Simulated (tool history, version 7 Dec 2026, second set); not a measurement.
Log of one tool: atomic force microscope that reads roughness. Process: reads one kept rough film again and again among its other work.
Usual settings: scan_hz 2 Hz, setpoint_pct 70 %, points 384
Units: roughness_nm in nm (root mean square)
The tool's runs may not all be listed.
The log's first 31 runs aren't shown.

run     day  scan_hz  setpoint_pct  points  roughness_nm
 32  11.333     0.76            62     350         0.721
       11.4  -- height scale calibrated on a step standard
 33  11.688     0.76            76     935         0.704
     11.788  -- new tip fitted
 34  11.925     0.76            76     935         0.725
     12.121  -- height scale calibrated on a step standard, once more
 35  12.321     1.26            72     265         0.715
 36  12.792     1.75            56     265         0.734
 37  13.133     1.91            66     371         0.712
 38  13.471        2            69     338         0.701
 39  13.921        2            69     773         0.698
 40  14.304        2            69     773         0.699
 41  14.638        2            86     270         0.617
 42  14.888     3.76            83     429         0.555
 43   15.25     3.76            83     429         0.553
 44  15.679      1.7            70     384         0.702
 45  16.054      1.7            70     384         0.699
 46  16.467      3.3            60     384         0.695
 47  16.904     0.96            81     384         0.693
 48  17.225     1.03            80     384         0.693
 49    17.5        2            70     303         0.685
 50   17.95     3.09            70     348         0.651
 51  18.158     0.56            80     262         0.717
 52  18.517     0.56            80     262         0.715

3 ways to go on from here, each from the tool as it stands after run 52. What would each give?
  A  18.879     0.77            70     384             ?
  B  18.879        2            70     268             ?
  C  18.879     2.06            80     438             ?

run  roughness_nm
  A         0.723
  B         0.683
  C         0.637
Without the tool's hidden state the same runs would have given:
run  roughness_nm
  A         0.739
  B         0.698
  C         0.651

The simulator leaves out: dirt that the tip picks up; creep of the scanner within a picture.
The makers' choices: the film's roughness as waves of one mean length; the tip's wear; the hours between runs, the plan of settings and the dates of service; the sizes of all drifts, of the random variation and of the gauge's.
